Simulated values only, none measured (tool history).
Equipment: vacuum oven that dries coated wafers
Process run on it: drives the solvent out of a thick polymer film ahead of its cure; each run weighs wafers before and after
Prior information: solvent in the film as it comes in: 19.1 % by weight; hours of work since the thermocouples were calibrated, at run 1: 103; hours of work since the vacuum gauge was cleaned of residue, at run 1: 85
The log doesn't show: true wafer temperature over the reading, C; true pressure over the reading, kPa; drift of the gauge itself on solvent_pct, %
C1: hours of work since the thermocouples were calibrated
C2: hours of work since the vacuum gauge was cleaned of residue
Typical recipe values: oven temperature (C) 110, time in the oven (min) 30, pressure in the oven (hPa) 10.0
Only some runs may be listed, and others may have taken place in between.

Run 1, hour 0.0: usual settings; C1 103; C2 85. Result: solvent left in the film (%) 1.29.
Run 2, hour 16.3: usual settings but pressure in the oven (hPa) 22.4; C1 113; C2 94. Result: solvent left in the film (%) 2.33.
Run 3, hour 36.0: usual settings but pressure in the oven (hPa) 22.4; C1 124; C2 105. Result: solvent left in the film (%) 2.33.
Run 4, hour 49.4: usual settings but pressure in the oven (hPa) 22.4; C1 131; C2 113. Result: solvent left in the film (%) 2.53.
Run 5, hour 61.5: usual settings but pressure in the oven (hPa) 22.4; C1 138; C2 120. Result: solvent left in the film (%) 2.47.
Run 6, hour 81.2: usual settings but pressure in the oven (hPa) 22.4; C1 149; C2 131. Result: solvent left in the film (%) 2.42.
Run 7, hour 105.5: usual settings but pressure in the oven (hPa) 22.4; C1 163; C2 145. Result: solvent left in the film (%) 2.41.
At hour 109.1: vacuum gauge cleaned of residue and calibrated.
Run 8, hour 123.3: usual settings but pressure in the oven (hPa) 22.4; C1 173; C2 8. Result: solvent left in the film (%) 2.44.
Run 9, hour 144.8: usual settings but pressure in the oven (hPa) 22.4; C1 185; C2 20. Result: solvent left in the film (%) 2.41.
Run 10, hour 156.2: usual settings but oven temperature (C) 103, time in the oven (min) 32, pressure in the oven (hPa) 16.9; C1 191; C2 27. Result: solvent left in the film (%) 3.16.
Run 11, hour 170.6: usual settings but pressure in the oven (hPa) 21.3; C1 199; C2 35. Result: solvent left in the film (%) 2.32.
Run 12, hour 185.9: usual settings but oven temperature (C) 109, time in the oven (min) 50, pressure in the oven (hPa) 11.5; C1 208; C2 44. Result: solvent left in the film (%) 1.14.
At hour 204.1: vacuum gauge cleaned of residue and calibrated, once more.
Run 13, hour 213.0: usual settings but oven temperature (C) 122, time in the oven (min) 46, pressure in the oven (hPa) 6.0; C1 223; C2 5. Result: solvent left in the film (%) 0.35.
Run 14, hour 230.1: usual settings but oven temperature (C) 107, time in the oven (min) 45, pressure in the oven (hPa) 38.8; C1 232; C2 15. Result: solvent left in the film (%) 3.71.
Run 15, hour 244.6: usual settings but oven temperature (C) 107, time in the oven (min) 45, pressure in the oven (hPa) 38.8; C1 241; C2 23. Result: solvent left in the film (%) 3.77.
Run 16, hour 258.7: usual settings but oven temperature (C) 109, time in the oven (min) 21; C1 249; C2 31. Result: solvent left in the film (%) 2.68.
Run 17, hour 281.3: usual settings but oven temperature (C) 109, time in the oven (min) 21; C1 262; C2 44. Result: solvent left in the film (%) 2.63.
Run 18, hour 296.3: usual settings but oven temperature (C) 97, time in the oven (min) 52, pressure in the oven (hPa) 5.2; C1 270; C2 52. Result: solvent left in the film (%) 1.88.

Had the tool no unlogged condition, and each run kept its random variation, what would the results have been?
run  solvent left in the film (%)
  1                          1.25
  2                          2.28
  3                          2.28
  4                          2.47
  5                          2.41
  6                          2.36
  7                          2.35
  8                          2.35
  9                          2.32
 10                          3.02
 11                          2.22
 12                          1.07
 13                          0.35
 14                          3.66
 15                          3.71
 16                          2.58
 17                          2.53
 18                          1.79

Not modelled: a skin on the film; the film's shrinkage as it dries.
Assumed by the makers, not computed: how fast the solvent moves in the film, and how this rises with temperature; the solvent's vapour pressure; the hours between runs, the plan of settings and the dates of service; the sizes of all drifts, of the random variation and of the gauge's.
